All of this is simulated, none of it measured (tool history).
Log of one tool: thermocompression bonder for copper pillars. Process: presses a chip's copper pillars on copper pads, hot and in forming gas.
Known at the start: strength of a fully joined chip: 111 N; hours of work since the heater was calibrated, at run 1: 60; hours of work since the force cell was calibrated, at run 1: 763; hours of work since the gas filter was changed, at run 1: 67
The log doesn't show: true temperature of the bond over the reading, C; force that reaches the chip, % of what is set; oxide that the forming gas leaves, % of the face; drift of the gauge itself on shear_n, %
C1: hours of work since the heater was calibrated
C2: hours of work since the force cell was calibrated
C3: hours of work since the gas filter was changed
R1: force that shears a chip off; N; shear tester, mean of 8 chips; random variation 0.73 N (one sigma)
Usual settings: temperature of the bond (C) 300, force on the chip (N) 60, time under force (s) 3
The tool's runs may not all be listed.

run 1 hour=0 | temperature_of_the_bond_(C)=300 force_on_the_chip_(N)=60 time_under_force_(s)=3 | C1=60 C2=763 C3=67 | R1=75.8
run 2 hour=9.9 | temperature_of_the_bond_(C)=300 force_on_the_chip_(N)=60 time_under_force_(s)=3 | C1=66 C2=769 C3=73 | R1=76.9
run 3 hour=14.2 | temperature_of_the_bond_(C)=300 force_on_the_chip_(N)=60 time_under_force_(s)=3 | C1=68 C2=771 C3=76 | R1=75.6
run 4 hour=21.3 | temperature_of_the_bond_(C)=300 force_on_the_chip_(N)=60 time_under_force_(s)=3 | C1=73 C2=776 C3=80 | R1=75.2
run 5 hour=26 | temperature_of_the_bond_(C)=300 force_on_the_chip_(N)=60 time_under_force_(s)=3 | C1=75 C2=778 C3=83 | R1=75.4
run 6 hour=32.7 | temperature_of_the_bond_(C)=300 force_on_the_chip_(N)=60 time_under_force_(s)=3 | C1=80 C2=782 C3=87 | R1=74.7
run 7 hour=39 | temperature_of_the_bond_(C)=300 force_on_the_chip_(N)=60 time_under_force_(s)=3 | C1=83 C2=786 C3=91 | R1=75.3
run 8 hour=47.8 | temperature_of_the_bond_(C)=300 force_on_the_chip_(N)=60 time_under_force_(s)=3 | C1=89 C2=792 C3=96 | R1=75.8
run 9 hour=54.1 | temperature_of_the_bond_(C)=300 force_on_the_chip_(N)=60 time_under_force_(s)=3 | C1=92 C2=795 C3=100 | R1=76.7
run 10 hour=63.7 | temperature_of_the_bond_(C)=300 force_on_the_chip_(N)=60 time_under_force_(s)=3 | C1=98 C2=801 C3=106 | R1=74.4
run 11 hour=70.8 | temperature_of_the_bond_(C)=312 force_on_the_chip_(N)=58 time_under_force_(s)=5 | C1=102 C2=805 C3=110 | R1=89.6
-- hour=74.2 forming gas filter changed
run 12 hour=78.1 | temperature_of_the_bond_(C)=285 force_on_the_chip_(N)=57 time_under_force_(s)=3 | C1=107 C2=809 C3=2 | R1=63.3

The next listed run, before its measurement:
run 13 hour=85.2 | temperature_of_the_bond_(C)=300 force_on_the_chip_(N)=39 time_under_force_(s)=7 | C1=111 C2=814 C3=7 | R1=?

Run 13 gave R1 74.5 N.
Without the tool's hidden state the same run would have given R1 73.2 N.

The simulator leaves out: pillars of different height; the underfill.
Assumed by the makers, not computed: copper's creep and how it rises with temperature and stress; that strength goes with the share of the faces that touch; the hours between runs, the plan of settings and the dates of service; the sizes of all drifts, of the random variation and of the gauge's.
